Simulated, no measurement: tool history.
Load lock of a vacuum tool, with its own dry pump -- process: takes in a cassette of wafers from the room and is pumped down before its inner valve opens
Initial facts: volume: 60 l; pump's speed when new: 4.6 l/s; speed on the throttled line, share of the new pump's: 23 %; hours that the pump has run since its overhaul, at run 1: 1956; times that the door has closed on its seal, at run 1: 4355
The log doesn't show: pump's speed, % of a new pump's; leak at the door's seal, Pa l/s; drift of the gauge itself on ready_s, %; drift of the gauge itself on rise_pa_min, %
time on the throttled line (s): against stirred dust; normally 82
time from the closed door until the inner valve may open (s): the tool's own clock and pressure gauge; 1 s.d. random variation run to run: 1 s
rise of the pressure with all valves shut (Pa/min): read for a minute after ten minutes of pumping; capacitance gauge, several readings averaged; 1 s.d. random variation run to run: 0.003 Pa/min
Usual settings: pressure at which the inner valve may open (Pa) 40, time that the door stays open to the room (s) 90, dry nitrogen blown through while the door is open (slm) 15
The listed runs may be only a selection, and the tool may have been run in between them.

| run | hour | time on the throttled line (s) | pressure at which the inner valve may open (Pa) | time that the door stays open to the room (s) | dry nitrogen blown through while the door is open (slm) | hours that the pump has run since its overhaul | times that the door has closed on its seal | incoming humidity of the room's air, % | time from the closed door until the inner valve may open (s) | rise of the pressure with all valves shut (Pa/min) |
|---|---|---|---|---|---|---|---|---|---|---|
| 1 | 0.0 | 82 | 40 | 90 | 15 | 1956 | 4355 | 44.5 | 166.1 | 0.030 |
| 2 | 68.9 | 82 | 40 | 90 | 15 | 2025 | 4435 | 46.9 | 166.5 | 0.032 |
| 3 | 202.1 | 82 | 68 | 90 | 15 | 2158 | 4590 | 39.1 | 158.6 | 0.034 |
| 4 | 310.6 | 82 | 40 | 34 | 15 | 2266 | 4716 | 46.2 | 166.3 | 0.016 |
| 5 | 403.3 | 82 | 40 | 34 | 15 | 2359 | 4824 | 42.1 | 165.8 | 0.019 |
| 6 | 472.7 | 82 | 40 | 34 | 15 | 2429 | 4905 | 46.1 | 166.7 | 0.022 |
| 7 | 547.2 | 97 | 40 | 34 | 15 | 2503 | 4992 | 48.8 | 177.4 | 0.021 |
| 8 | 656.1 | 82 | 40 | 90 | 15 | 2612 | 5119 | 47.1 | 166.9 | 0.037 |
| 9 | 786.7 | 82 | 40 | 90 | 6 | 2743 | 5271 | 49.0 | 166.1 | 0.052 |
| 10 | 861.4 | 82 | 40 | 35 | 15 | 2817 | 5358 | 43.9 | 168.6 | 0.015 |
| 11 | 972.9 | 82 | 40 | 35 | 15 | 2929 | 5488 | 43.1 | 166.3 | 0.017 |
| 12 | 1034.0 | 82 | 40 | 35 | 15 | 2990 | 5559 | 46.1 | 165.4 | 0.021 |
| 13 | 1092.9 | 85 | 77 | 40 | 17 | 3049 | 5627 | 44.4 | 160.1 | 0.014 |
| 14 | 1208.1 | 77 | 40 | 67 | 15 | 3164 | 5762 | 45.3 | 161.1 | 0.031 |
| 15 | 1284.8 | 77 | 40 | 67 | 15 | 3241 | 5851 | 42.9 | 161.3 | 0.030 |
| 16 | 1379.9 | 77 | 40 | 67 | 15 | 3336 | 5962 | 44.6 | 161.7 | 0.028 |
| 17 | 1510.2 | 48 | 40 | 123 | 15 | 3466 | 6114 | 46.0 | 141.6 | 0.042 |
| 18 | 1592.9 | 75 | 40 | 30 | 15 | 3549 | 6210 | 45.0 | 159.7 | 0.012 |
| 19 | 1693.4 | 58 | 41 | 41 | 5 | 3649 | 6327 | 49.3 | 147.7 | 0.040 |
| 20 | 1802.4 | 58 | 41 | 41 | 5 | 3758 | 6454 | 44.1 | 146.4 | 0.025 |
| 21 | 1886.1 | 82 | 40 | 147 | 13 | 3842 | 6551 | 44.3 | 167.8 | 0.049 |

4 options for the next run, each taken on its own from the tool as it stands now. Forecast them:
| A | 2002.5 | 82 | 34 | 90 | 29 | 3958 | 6687 | 42.4 | ? | ? |
| B | 2002.5 | 82 | 32 | 147 | 13 | 3958 | 6687 | 44.0 | ? | ? |
| C | 2002.5 | 150 | 64 | 90 | 6 | 3958 | 6687 | 45.0 | ? | ? |
| D | 2002.5 | 108 | 40 | 147 | 29 | 3958 | 6687 | 48.7 | ? | ? |

| run | time from the closed door until the inner valve may open (s) | rise of the pressure with all valves shut (Pa/min) |
|---|---|---|
| A | 168.0 | 0.020 |
| B | 167.9 | 0.045 |
| C | 212.5 | 0.050 |
| D | 189.1 | 0.030 |
Had the tool no hidden state, the same runs would have come out as:
| run | time from the closed door until the inner valve may open (s) | rise of the pressure with all valves shut (Pa/min) |
|---|---|---|
| A | 168.0 | 0.020 |
| B | 167.8 | 0.045 |
| C | 212.5 | 0.050 |
| D | 189.1 | 0.029 |

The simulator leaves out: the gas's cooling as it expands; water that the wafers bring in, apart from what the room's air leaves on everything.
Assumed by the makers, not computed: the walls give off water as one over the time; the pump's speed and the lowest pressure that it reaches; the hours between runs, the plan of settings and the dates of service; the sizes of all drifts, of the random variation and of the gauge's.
